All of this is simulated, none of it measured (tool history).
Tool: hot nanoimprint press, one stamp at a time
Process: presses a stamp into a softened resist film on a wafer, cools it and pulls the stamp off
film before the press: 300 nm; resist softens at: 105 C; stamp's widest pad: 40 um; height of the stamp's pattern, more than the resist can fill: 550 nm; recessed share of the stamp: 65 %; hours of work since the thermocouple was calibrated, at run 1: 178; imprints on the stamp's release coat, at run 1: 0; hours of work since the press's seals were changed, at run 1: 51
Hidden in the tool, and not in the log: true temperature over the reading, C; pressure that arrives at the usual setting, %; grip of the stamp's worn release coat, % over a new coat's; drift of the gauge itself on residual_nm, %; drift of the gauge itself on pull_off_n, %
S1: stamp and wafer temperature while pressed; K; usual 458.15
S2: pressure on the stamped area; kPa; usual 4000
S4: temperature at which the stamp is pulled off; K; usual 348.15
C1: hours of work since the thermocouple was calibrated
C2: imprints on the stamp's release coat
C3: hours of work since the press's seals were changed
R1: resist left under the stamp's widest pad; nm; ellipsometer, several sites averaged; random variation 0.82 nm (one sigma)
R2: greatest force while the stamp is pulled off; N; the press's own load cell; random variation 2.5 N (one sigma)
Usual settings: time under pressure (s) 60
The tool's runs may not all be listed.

Run 1, hour 0: usual settings; C1 178; C2 0; C3 51. Result: R1 159.4 nm, R2 121 N.
Run 2, hour 55.4: usual settings; C1 215; C2 265; C3 88. Result: R1 160.9 nm, R2 123 N.
Run 3, hour 123.7: usual settings; C1 261; C2 591; C3 134. Result: R1 160.1 nm, R2 129 N.
At hour 167.9: plate thermocouple calibrated.
Run 4, hour 175: usual settings; C1 5; C2 821; C3 166. Result: R1 162.5 nm, R2 134 N.
Run 5, hour 213.6: usual settings; C1 31; C2 1005; C3 192. Result: R1 163.7 nm, R2 143 N.
Run 6, hour 252.2: usual settings; C1 56; C2 1190; C3 218. Result: R1 163.6 nm, R2 145 N.
At hour 315.6: plate thermocouple calibrated, once more.
Run 7, hour 315.6: usual settings; C1 0; C2 1478; C3 258. Result: R1 158.8 nm, R2 146 N.
Run 8, hour 377.8: usual settings; C1 42; C2 1775; C3 300. Result: R1 159 nm, R2 152 N.
Run 9, hour 423.1: usual settings; C1 72; C2 1991; C3 330. Result: R1 159.5 nm, R2 158 N.
At hour 461.6: stamp cleaned and given a new release coat.
Run 10, hour 513.8: usual settings; C1 128; C2 248; C3 386. Result: R1 160.1 nm, R2 126 N.
Run 11, hour 603.9: usual settings; C1 189; C2 679; C3 447. Result: R1 162.6 nm, R2 135 N.
Run 12, hour 679: usual settings; C1 239; C2 1037; C3 497. Result: R1 162.1 nm, R2 140 N.
Run 13, hour 751.9: usual settings; C1 288; C2 1385; C3 546. Result: R1 163.5 nm, R2 143 N.
At hour 763.3: plate thermocouple calibrated.
Run 14, hour 825.5: usual settings; C1 42; C2 1722; C3 593. Result: R1 158.8 nm, R2 149 N.
Run 15, hour 874.1: usual settings but S1 457.15 K, S2 5980 kPa, time under pressure (s) 54, S4 337.15 K; C1 74; C2 1954; C3 625. Result: R1 141.1 nm, R2 194 N.
At hour 893.4: press's hydraulic seals changed and the load cell set to zero.
At hour 931.3: stamp cleaned and given a new release coat.
Run 16, hour 940.4: usual settings but S1 446.15 K, S2 5970 kPa, S4 336.15 K; C1 109; C2 44; C3 27. Result: R1 192.6 nm, R2 145 N.
Run 17, hour 982.5: usual settings but S1 446.15 K, S2 5970 kPa, S4 336.15 K; C1 137; C2 245; C3 56. Result: R1 191.9 nm, R2 154 N.
Run 18, hour 1035.9: usual settings but S1 446.15 K, S2 4790 kPa, S4 352.15 K; C1 173; C2 499; C3 91. Result: R1 209.4 nm, R2 115 N.
Run 19, hour 1091.2: usual settings but S1 446.15 K, S2 4790 kPa, S4 352.15 K; C1 210; C2 763; C3 128. Result: R1 209.4 nm, R2 120 N.
Run 20, hour 1159.6: usual settings but S1 461.15 K; C1 255; C2 1090; C3 174. Result: R1 142.7 nm, R2 138 N.
At hour 1213.9: plate thermocouple calibrated.
Run 21, hour 1224.9: usual settings but S1 461.15 K; C1 7; C2 1387; C3 216. Result: R1 143.2 nm, R2 137 N.
Run 22, hour 1300.8: usual settings but S1 463.15 K, S2 5430 kPa; C1 58; C2 1750; C3 266. Result: R1 114.9 nm, R2 154 N.
Run 23, hour 1357.3: usual settings but S2 2790 kPa, time under pressure (s) 59; C1 96; C2 2020; C3 304. Result: R1 187.6 nm, R2 156 N.
At hour 1388: stamp cleaned and given a new release coat.
Run 24, hour 1454.2: usual settings but S2 2790 kPa, time under pressure (s) 59; C1 157; C2 316; C3 365. Result: R1 186 nm, R2 121 N.
Run 25, hour 1534.2: usual settings but S2 2790 kPa, time under pressure (s) 59; C1 210; C2 698; C3 418. Result: R1 188 nm, R2 132 N.
Run 26, hour 1590.8: usual settings but S1 452.15 K, time under pressure (s) 45, S4 353.15 K; C1 248; C2 969; C3 456. Result: R1 205.1 nm, R2 124 N.

Hidden state or all else? Some run-to-run changes of R1, split into what the settings, what came in and random variation would give without the hidden state, and what is left for the hidden state (with any gauge scatter that isn't in both results):
Run 6 -> 7: plate thermocouple calibrated, once more. R1 -4.8 nm: hidden state -5.8, all else +1.
Run 13 -> 14: plate thermocouple calibrated. R1 -4.7 nm: hidden state -4.4, all else -0.3.
Run 19 -> 20: S1 446.15 -> 461.15, S2 4790 -> 4000, S4 352.15 -> 348.15. R1 -66.7 nm: hidden state +0.2, all else -66.9.
Run 22 -> 23: S1 463.15 -> 458.15, S2 5430 -> 2790, time under pressure (s) 60 -> 59. R1 +72.7 nm: hidden state +0.1, all else +72.6.
